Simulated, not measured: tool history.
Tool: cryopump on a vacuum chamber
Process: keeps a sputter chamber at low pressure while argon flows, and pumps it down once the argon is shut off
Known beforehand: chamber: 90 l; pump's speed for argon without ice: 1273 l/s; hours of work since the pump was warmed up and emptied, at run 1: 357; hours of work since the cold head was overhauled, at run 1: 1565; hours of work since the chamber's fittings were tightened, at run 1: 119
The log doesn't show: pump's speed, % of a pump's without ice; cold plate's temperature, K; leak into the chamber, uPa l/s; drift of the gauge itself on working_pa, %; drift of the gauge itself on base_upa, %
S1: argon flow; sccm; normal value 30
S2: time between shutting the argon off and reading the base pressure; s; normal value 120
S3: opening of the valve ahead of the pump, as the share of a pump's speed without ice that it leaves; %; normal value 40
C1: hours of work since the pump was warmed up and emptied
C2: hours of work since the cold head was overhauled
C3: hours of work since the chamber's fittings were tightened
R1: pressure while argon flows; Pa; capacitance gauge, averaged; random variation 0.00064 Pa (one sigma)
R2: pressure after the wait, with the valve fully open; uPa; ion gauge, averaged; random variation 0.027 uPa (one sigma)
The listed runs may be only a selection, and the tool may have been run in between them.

| run | hour | S1 | S2 | S3 | C1 | C2 | C3 | R1 | R2 |
|---|---|---|---|---|---|---|---|---|---|
| 1 | 0.0 | 30 | 120 | 40 | 357 | 1565 | 119 | 0.1046 | 1.26 |
| 2 | 44.5 | 30 | 120 | 40 | 394 | 1602 | 156 | 0.1038 | 1.25 |
| 3 | 90.5 | 30 | 120 | 40 | 433 | 1641 | 194 | 0.1054 | 1.30 |
| 4 | 125.3 | 30 | 120 | 40 | 462 | 1670 | 223 | 0.1062 | 1.29 |
| 5 | 169.1 | 30 | 120 | 15 | 499 | 1706 | 260 | 0.2743 | 1.29 |
| 6 | 233.1 | 30 | 120 | 40 | 552 | 1760 | 314 | 0.1080 | 1.34 |
| 7 | 286.6 | 30 | 120 | 40 | 597 | 1805 | 358 | 0.1079 | 1.40 |
| 8 | 351.1 | 50 | 120 | 40 | 651 | 1859 | 412 | 0.1831 | 1.36 |
| 9 | 410.1 | 50 | 120 | 40 | 700 | 1908 | 462 | 0.1833 | 1.35 |
| 10 | 462.7 | 50 | 120 | 40 | 744 | 1952 | 506 | 0.1839 | 1.39 |
| 11 | 518.9 | 50 | 120 | 40 | 791 | 1999 | 553 | 0.1869 | 1.35 |
| 12 | 558.0 | 44 | 120 | 40 | 824 | 2032 | 586 | 0.1661 | 1.41 |
| 13 | 586.9 | 44 | 120 | 40 | 848 | 2056 | 610 | 0.1668 | 1.46 |
| 14 | 630.9 | 30 | 120 | 40 | 885 | 2093 | 647 | 0.1132 | 1.43 |
| 15 | 684.6 | 30 | 120 | 40 | 930 | 2138 | 691 | 0.1155 | 1.50 |
| 16 | 725.0 | 47 | 120 | 45 | 964 | 2171 | 725 | 0.1635 | 1.45 |
| 17 | 762.4 | 30 | 248 | 40 | 995 | 2203 | 757 | 0.1164 | 1.03 |
| 18 | 820.3 | 35 | 32 | 21 | 1044 | 2251 | 805 | 0.2417 | 4.17 |
| 19 | 849.1 | 22 | 54 | 45 | 1068 | 2275 | 829 | 0.0790 | 2.62 |
| 20 | 895.9 | 26 | 93 | 45 | 1107 | 2314 | 868 | 0.0932 | 1.80 |
| 21 | 953.3 | 52 | 93 | 45 | 1155 | 2362 | 916 | 0.1877 | 1.84 |
|  | 979.7 | pump warmed up, emptied and cooled again |
| 22 | 1002.2 | 52 | 93 | 45 | 19 | 2399 | 953 | 0.1552 | 1.68 |
| 23 | 1041.8 | 24 | 64 | 40 | 52 | 2432 | 986 | 0.0804 | 2.22 |
| 24 | 1092.2 | 29 | 107 | 40 | 94 | 2475 | 1028 | 0.0978 | 1.58 |
| 25 | 1127.4 | 30 | 239 | 20 | 124 | 2504 | 1058 | 0.2037 | 0.96 |
| 26 | 1162.5 | 55 | 55 | 26 | 153 | 2533 | 1087 | 0.2854 | 2.59 |
| 27 | 1219.7 | 15 | 59 | 26 | 201 | 2581 | 1135 | 0.0784 | 2.39 |
| 28 | 1246.4 | 24 | 87 | 40 | 223 | 2604 | 1157 | 0.0833 | 1.74 |
| 29 | 1294.5 | 38 | 87 | 51 | 263 | 2644 | 1198 | 0.1051 | 1.83 |

Consider 4 possible next runs. They are alternatives, not a sequence: every one starts from the tool as it was left by run 29. What does each give?
| A | 1355.5 | 32 | 42 | 29 | 314 | 2695 | 1249 | ? | ? |
| B | 1355.5 | 30 | 163 | 16 | 314 | 2695 | 1249 | ? | ? |
| C | 1355.5 | 38 | 90 | 51 | 314 | 2695 | 1249 | ? | ? |
| D | 1355.5 | 38 | 233 | 51 | 314 | 2695 | 1249 | ? | ? |

| run | R1 | R2 |
|---|---|---|
| A | 0.1513 | 3.15 |
| B | 0.2562 | 1.28 |
| C | 0.1051 | 1.84 |
| D | 0.1060 | 1.07 |
With no hidden state in the tool, these same runs would have given:
| run | R1 | R2 |
|---|---|---|
| A | 0.1458 | 2.86 |
| B | 0.2509 | 0.97 |
| C | 0.0986 | 1.53 |
| D | 0.0994 | 0.76 |
